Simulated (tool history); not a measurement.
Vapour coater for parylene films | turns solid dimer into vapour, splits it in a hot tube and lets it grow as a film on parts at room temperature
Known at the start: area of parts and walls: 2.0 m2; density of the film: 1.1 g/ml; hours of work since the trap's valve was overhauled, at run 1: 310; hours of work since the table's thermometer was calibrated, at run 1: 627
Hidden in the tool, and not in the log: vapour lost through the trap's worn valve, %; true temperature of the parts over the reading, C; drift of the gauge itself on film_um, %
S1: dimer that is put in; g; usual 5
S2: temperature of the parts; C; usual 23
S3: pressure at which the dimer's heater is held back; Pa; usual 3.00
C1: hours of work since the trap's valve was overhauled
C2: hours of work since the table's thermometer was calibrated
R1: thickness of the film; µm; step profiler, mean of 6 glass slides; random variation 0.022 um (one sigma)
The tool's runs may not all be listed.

| run | hour | S1 | S2 | S3 | C1 | C2 | R1 |
|---|---|---|---|---|---|---|---|
| 1 | 0.0 | 5 | 23 | 3.00 | 310 | 627 | 1.76 |
| 2 | 25.7 | 5 | 23 | 3.00 | 331 | 647 | 1.73 |
| 3 | 53.5 | 4 | 23 | 3.00 | 353 | 670 | 1.37 |
| 4 | 68.7 | 5 | 23 | 7.92 | 365 | 682 | 1.39 |
| 5 | 89.2 | 5 | 23 | 7.92 | 382 | 699 | 1.40 |
|  | 95.0 | trap's valve overhauled |
| 6 | 111.8 | 5 | 23 | 7.92 | 14 | 714 | 1.27 |
| 7 | 141.2 | 3 | 17 | 2.94 | 37 | 738 | 1.09 |
| 8 | 157.6 | 2 | 23 | 3.83 | 51 | 751 | 0.57 |
| 9 | 182.6 | 5 | 20 | 3.00 | 71 | 771 | 1.63 |
| 10 | 214.4 | 5 | 20 | 3.00 | 97 | 797 | 1.65 |
| 11 | 238.6 | 5 | 20 | 3.00 | 116 | 816 | 1.61 |

5 ways to go on from here, each from the tool as it stands after run 11. What would each give?
| A | 262.6 | 7 | 17 | 3.57 | 136 | 836 | ? |
| B | 262.6 | 5 | 30 | 3.00 | 136 | 836 | ? |
| C | 262.6 | 5 | 23 | 8.81 | 136 | 836 | ? |
| D | 262.6 | 3 | 21 | 3.00 | 136 | 836 | ? |
| E | 262.6 | 3 | 18 | 3.00 | 136 | 836 | ? |

| run | R1 |
|---|---|
| A | 2.33 |
| B | 1.20 |
| C | 1.16 |
| D | 0.93 |
| E | 1.00 |
Without the tool's hidden state the same runs would have given:
| run | R1 |
|---|---|
| A | 3.12 |
| B | 1.61 |
| C | 1.56 |
| D | 1.25 |
| E | 1.33 |

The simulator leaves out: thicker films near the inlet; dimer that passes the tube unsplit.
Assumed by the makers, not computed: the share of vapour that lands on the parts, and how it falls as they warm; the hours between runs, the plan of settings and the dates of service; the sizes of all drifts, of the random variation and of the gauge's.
